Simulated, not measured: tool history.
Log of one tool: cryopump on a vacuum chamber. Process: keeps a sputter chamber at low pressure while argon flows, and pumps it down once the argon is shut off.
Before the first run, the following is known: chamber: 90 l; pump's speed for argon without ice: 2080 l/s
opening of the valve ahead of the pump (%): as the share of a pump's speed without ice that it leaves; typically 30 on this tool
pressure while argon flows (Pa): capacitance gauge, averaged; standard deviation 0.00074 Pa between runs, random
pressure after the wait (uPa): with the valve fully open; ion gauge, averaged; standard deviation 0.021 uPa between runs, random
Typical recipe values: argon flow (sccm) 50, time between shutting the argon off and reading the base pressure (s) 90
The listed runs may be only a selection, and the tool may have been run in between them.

| run | hour | argon flow (sccm) | time between shutting the argon off and reading the base pressure (s) | opening of the valve ahead of the pump (%) | pressure while argon flows (Pa) | pressure after the wait (uPa) |
|---|---|---|---|---|---|---|
| 1 | 0.0 | 50 | 90 | 30 | 0.1396 | 0.57 |
| 2 | 102.5 | 50 | 90 | 30 | 0.1403 | 0.55 |
| 3 | 206.0 | 50 | 90 | 30 | 0.1419 | 0.58 |
|  | 246.6 | pump warmed up, emptied and cooled again |
| 4 | 279.7 | 50 | 212 | 30 | 0.1372 | 0.35 |
| 5 | 343.9 | 50 | 212 | 21 | 0.1966 | 0.33 |
| 6 | 417.2 | 50 | 212 | 21 | 0.1968 | 0.36 |
| 7 | 488.2 | 50 | 212 | 21 | 0.1980 | 0.38 |
| 8 | 570.2 | 50 | 212 | 21 | 0.1978 | 0.41 |
| 9 | 658.1 | 50 | 212 | 58 | 0.0755 | 0.41 |
| 10 | 725.9 | 50 | 212 | 58 | 0.0769 | 0.46 |
| 11 | 804.0 | 50 | 212 | 58 | 0.0782 | 0.46 |
|  | 826.4 | pump warmed up, emptied and cooled again |
| 12 | 924.9 | 35 | 90 | 30 | 0.0968 | 0.59 |
| 13 | 977.9 | 50 | 90 | 30 | 0.1390 | 0.60 |
| 14 | 1093.8 | 72 | 74 | 30 | 0.2013 | 0.77 |
| 15 | 1198.3 | 31 | 290 | 49 | 0.0550 | 0.51 |
| 16 | 1307.6 | 49 | 90 | 24 | 0.1741 | 0.75 |
|  | 1400.2 | pump warmed up, emptied and cooled again |
| 17 | 1406.3 | 53 | 90 | 23 | 0.1895 | 0.68 |
| 18 | 1484.5 | 53 | 90 | 23 | 0.1916 | 0.73 |
| 19 | 1559.6 | 21 | 90 | 23 | 0.0761 | 0.77 |
| 20 | 1639.6 | 21 | 90 | 23 | 0.0764 | 0.83 |
| 21 | 1692.4 | 41 | 127 | 44 | 0.0797 | 0.68 |
| 22 | 1799.0 | 66 | 21 | 48 | 0.1207 | 1.96 |
| 23 | 1913.6 | 44 | 186 | 18 | 0.2059 | 0.69 |
|  | 1973.7 | pump warmed up, emptied and cooled again |
| 24 | 2017.2 | 68 | 72 | 40 | 0.1417 | 0.96 |
| 25 | 2079.4 | 68 | 72 | 40 | 0.1429 | 0.93 |
| 26 | 2153.5 | 68 | 72 | 40 | 0.1437 | 0.86 |

Below are 4 alternative next runs, each starting from the tool's condition after run 26. Predict each:
| A | 2247.3 | 68 | 47 | 40 | ? | ? |
| B | 2247.3 | 65 | 61 | 30 | ? | ? |
| C | 2247.3 | 66 | 22 | 26 | ? | ? |
| D | 2247.3 | 50 | 30 | 30 | ? | ? |

| run | pressure while argon flows (Pa) | pressure after the wait (uPa) |
|---|---|---|
| A | 0.1449 | 1.19 |
| B | 0.1834 | 1.05 |
| C | 0.2114 | 1.91 |
| D | 0.1402 | 1.56 |
With no hidden state in the tool, these same runs would have given:
| run | pressure while argon flows (Pa) | pressure after the wait (uPa) |
|---|---|---|
| A | 0.1380 | 0.82 |
| B | 0.1768 | 0.65 |
| C | 0.2048 | 1.53 |
| D | 0.1352 | 1.18 |
